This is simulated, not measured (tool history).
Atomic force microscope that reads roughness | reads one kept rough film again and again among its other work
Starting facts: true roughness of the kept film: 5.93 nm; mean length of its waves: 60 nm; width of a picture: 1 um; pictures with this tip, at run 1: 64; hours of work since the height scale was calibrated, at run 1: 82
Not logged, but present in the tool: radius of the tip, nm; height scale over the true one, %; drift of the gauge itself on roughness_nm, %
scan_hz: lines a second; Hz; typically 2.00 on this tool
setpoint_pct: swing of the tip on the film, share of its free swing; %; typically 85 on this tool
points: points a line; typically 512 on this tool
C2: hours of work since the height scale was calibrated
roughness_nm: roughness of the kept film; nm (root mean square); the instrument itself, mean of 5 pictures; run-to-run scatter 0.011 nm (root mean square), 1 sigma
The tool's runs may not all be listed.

Run 1, hour 0.0: usual settings; pictures with this tip 64; C2 82. Result: roughness_nm 4.630 nm (root mean square).
Run 2, hour 15.4: usual settings; pictures with this tip 79; C2 91. Result: roughness_nm 4.599 nm (root mean square).
At hour 22.4: new tip fitted.
Run 3, hour 33.9: usual settings; pictures with this tip 11; C2 101. Result: roughness_nm 4.694 nm (root mean square).
Run 4, hour 41.7: usual settings; pictures with this tip 18; C2 106. Result: roughness_nm 4.697 nm (root mean square).
Run 5, hour 49.4: usual settings but setpoint_pct 84 %; pictures with this tip 26; C2 110. Result: roughness_nm 4.716 nm (root mean square).
Run 6, hour 60.4: usual settings but setpoint_pct 84 %; pictures with this tip 36; C2 117. Result: roughness_nm 4.710 nm (root mean square).
Run 7, hour 76.7: usual settings but setpoint_pct 89 %; pictures with this tip 51; C2 126. Result: roughness_nm 4.477 nm (root mean square).
Run 8, hour 94.4: usual settings; pictures with this tip 68; C2 136. Result: roughness_nm 4.597 nm (root mean square).
At hour 112.3: new tip fitted.
Run 9, hour 112.9: usual settings but setpoint_pct 63 %; pictures with this tip 0; C2 147. Result: roughness_nm 5.397 nm (root mean square).
Run 10, hour 124.5: usual settings but setpoint_pct 63 %; pictures with this tip 11; C2 153. Result: roughness_nm 5.361 nm (root mean square).
Run 11, hour 136.6: usual settings but scan_hz 2.50 Hz; pictures with this tip 23; C2 160. Result: roughness_nm 4.469 nm (root mean square).
Run 12, hour 152.1: usual settings but scan_hz 2.50 Hz; pictures with this tip 37; C2 169. Result: roughness_nm 4.457 nm (root mean square).
Run 13, hour 163.3: usual settings but points 693; pictures with this tip 48; C2 176. Result: roughness_nm 4.660 nm (root mean square).
Run 14, hour 179.2: usual settings but scan_hz 2.04 Hz, setpoint_pct 68 %, points 693; pictures with this tip 63; C2 185. Result: roughness_nm 5.142 nm (root mean square).
Run 15, hour 195.1: usual settings but scan_hz 2.04 Hz, setpoint_pct 68 %, points 768; pictures with this tip 78; C2 194. Result: roughness_nm 5.103 nm (root mean square).
At hour 202.9: new tip fitted.
Run 16, hour 206.9: usual settings but scan_hz 2.04 Hz, setpoint_pct 68 %, points 774; pictures with this tip 4; C2 201. Result: roughness_nm 5.259 nm (root mean square).
Run 17, hour 220.3: usual settings but scan_hz 0.71 Hz, setpoint_pct 86 %, points 435; pictures with this tip 17; C2 208. Result: roughness_nm 5.270 nm (root mean square).
Run 18, hour 230.2: usual settings but points 388; pictures with this tip 26; C2 214. Result: roughness_nm 4.665 nm (root mean square).
Run 19, hour 241.6: usual settings but points 388; pictures with this tip 37; C2 220. Result: roughness_nm 4.618 nm (root mean square).
Run 20, hour 254.2: usual settings but setpoint_pct 87 %, points 419; pictures with this tip 49; C2 228. Result: roughness_nm 4.532 nm (root mean square).
Run 21, hour 267.7: usual settings but setpoint_pct 87 %, points 419; pictures with this tip 61; C2 236. Result: roughness_nm 4.517 nm (root mean square).

Per-run results on a tool with no hidden state, each run keeping its own random variation:
run  roughness_nm
  1         4.742
  2         4.738
  3         4.719
  4         4.736
  5         4.773
  6         4.785
  7         4.575
  8         4.731
  9         5.408
 10         5.394
 11         4.516
 12         4.532
 13         4.757
 14         5.282
 15         5.276
 16         5.294
 17         5.331
 18         4.736
 19         4.709
 20         4.642
 21         4.649
